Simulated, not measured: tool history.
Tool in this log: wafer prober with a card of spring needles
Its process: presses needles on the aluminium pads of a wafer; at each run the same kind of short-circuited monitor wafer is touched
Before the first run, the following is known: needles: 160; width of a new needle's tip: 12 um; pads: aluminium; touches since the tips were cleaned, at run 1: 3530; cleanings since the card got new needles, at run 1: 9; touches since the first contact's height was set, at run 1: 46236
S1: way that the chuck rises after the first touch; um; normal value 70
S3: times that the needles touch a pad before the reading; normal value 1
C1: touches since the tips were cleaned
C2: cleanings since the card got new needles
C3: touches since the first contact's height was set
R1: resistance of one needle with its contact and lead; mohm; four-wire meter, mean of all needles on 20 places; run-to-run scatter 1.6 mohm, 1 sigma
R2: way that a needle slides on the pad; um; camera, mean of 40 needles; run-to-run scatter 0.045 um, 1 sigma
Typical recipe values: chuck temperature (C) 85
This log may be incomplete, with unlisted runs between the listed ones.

run 1 hour=0.0 | S1=70 chuck_temperature_(C)=85 S3=1 | C1=3530 C2=9 C3=46236 | R1=153 R2=17.30
-- hour=2.3 tips cleaned on abrasive film
-- hour=11.3 tips cleaned on abrasive film
-- hour=22.6 tips cleaned on abrasive film
-- hour=33.8 tips cleaned on abrasive film
run 2 hour=41.3 | S1=70 chuck_temperature_(C)=85 S3=1 | C1=3291 C2=13 C3=64141 | R1=155 R2=17.30
-- hour=43.7 tips cleaned on abrasive film
-- hour=54.9 tips cleaned on abrasive film
-- hour=66.1 tips cleaned on abrasive film
run 3 hour=74.5 | S1=70 chuck_temperature_(C)=48 S3=1 | C1=3675 C2=16 C3=78535 | R1=147 R2=17.35
-- hour=76.9 tips cleaned on abrasive film
-- hour=86.1 height of the first contact set anew
-- hour=88.4 tips cleaned on abrasive film
-- hour=99.6 tips cleaned on abrasive film
run 4 hour=103.2 | S1=70 chuck_temperature_(C)=48 S3=2 | C1=1545 C2=19 C3=7390 | R1=149 R2=17.28
-- hour=109.9 tips cleaned on abrasive film
-- hour=118.9 tips cleaned on abrasive film
-- hour=130.2 tips cleaned on abrasive film
run 5 hour=138.6 | S1=70 chuck_temperature_(C)=85 S3=1 | C1=3668 C2=22 C3=22750 | R1=154 R2=17.29
-- hour=140.9 tips cleaned on abrasive film
-- hour=152.1 tips cleaned on abrasive film
-- hour=162.2 tips cleaned on abrasive film
run 6 hour=162.2 | S1=70 chuck_temperature_(C)=85 S3=1 | C1=0 C2=25 C3=32939 | R1=152 R2=17.31
-- hour=173.4 tips cleaned on abrasive film
-- hour=184.6 tips cleaned on abrasive film
-- hour=195.9 tips cleaned on abrasive film
-- hour=206.2 tips cleaned on abrasive film
run 7 hour=206.2 | S1=70 chuck_temperature_(C)=85 S3=1 | C1=0 C2=29 C3=52044 | R1=154 R2=17.30
-- hour=217.5 tips cleaned on abrasive film
-- hour=226.5 tips cleaned on abrasive film
run 8 hour=234.9 | S1=70 chuck_temperature_(C)=85 S3=1 | C1=3694 C2=31 C3=64506 | R1=155 R2=17.31
-- hour=237.2 tips cleaned on abrasive film
-- hour=248.5 tips cleaned on abrasive film
-- hour=259.7 tips cleaned on abrasive film
-- hour=268.7 tips cleaned on abrasive film
-- hour=280.0 tips cleaned on abrasive film
-- hour=280.3 height of the first contact set anew
-- hour=290.1 tips cleaned on abrasive film
run 9 hour=290.1 | S1=70 chuck_temperature_(C)=85 S3=1 | C1=0 C2=37 C3=4285 | R1=152 R2=17.35
-- hour=299.2 tips cleaned on abrasive film
-- hour=310.4 tips cleaned on abrasive film
run 10 hour=316.0 | S1=70 chuck_temperature_(C)=85 S3=1 | C1=2432 C2=39 C3=15486 | R1=156 R2=17.33
-- hour=320.5 tips cleaned on abrasive film
-- hour=331.7 tips cleaned on abrasive film
-- hour=343.0 tips cleaned on abrasive film
-- hour=354.2 tips cleaned on abrasive film
-- hour=364.0 tips cleaned on abrasive film
run 11 hour=364.0 | S1=70 chuck_temperature_(C)=85 S3=1 | C1=0 C2=44 C3=36291 | R1=153 R2=17.27
-- hour=375.2 tips cleaned on abrasive film
-- hour=386.5 tips cleaned on abrasive film
-- hour=397.7 tips cleaned on abrasive film
run 12 hour=400.9 | S1=70 chuck_temperature_(C)=85 S3=1 | C1=1404 C2=47 C3=52308 | R1=154 R2=17.33
-- hour=407.7 tips cleaned on abrasive film
-- hour=418.9 tips cleaned on abrasive film
-- hour=430.2 tips cleaned on abrasive film
-- hour=441.4 tips cleaned on abrasive film
run 13 hour=443.4 | S1=70 chuck_temperature_(C)=85 S3=1 | C1=886 C2=51 C3=70732 | R1=156 R2=17.36
-- hour=452.4 tips cleaned on abrasive film
-- hour=461.4 tips cleaned on abrasive film
-- hour=472.7 tips cleaned on abrasive film
-- hour=473.0 height of the first contact set anew
-- hour=484.2 tips cleaned on abrasive film
-- hour=493.2 tips cleaned on abrasive film
run 14 hour=496.8 | S1=77 chuck_temperature_(C)=85 S3=3 | C1=1584 C2=56 C3=10353 | R1=154 R2=19.02
-- hour=503.6 tips cleaned on abrasive film
-- hour=514.9 tips cleaned on abrasive film
-- hour=526.1 tips cleaned on abrasive film
-- hour=537.3 tips cleaned on abrasive film
run 15 hour=541.4 | S1=70 chuck_temperature_(C)=85 S3=2 | C1=1785 C2=60 C3=29674 | R1=154 R2=17.33

Run 16 is up next; what results do you expect?
-- hour=548.2 tips cleaned on abrasive film
-- hour=559.4 tips cleaned on abrasive film
-- hour=570.7 tips cleaned on abrasive film
-- hour=579.9 tips cleaned on abrasive film
run 16 hour=579.9 | S1=70 chuck_temperature_(C)=39 S3=2 | C1=0 C2=64 C3=46341 | R1=? R2=?

R1: 143 mohm
R2: 17.29 um
Without the tool's hidden state the same run would have given R1 143 mohm, R2 17.30 um.
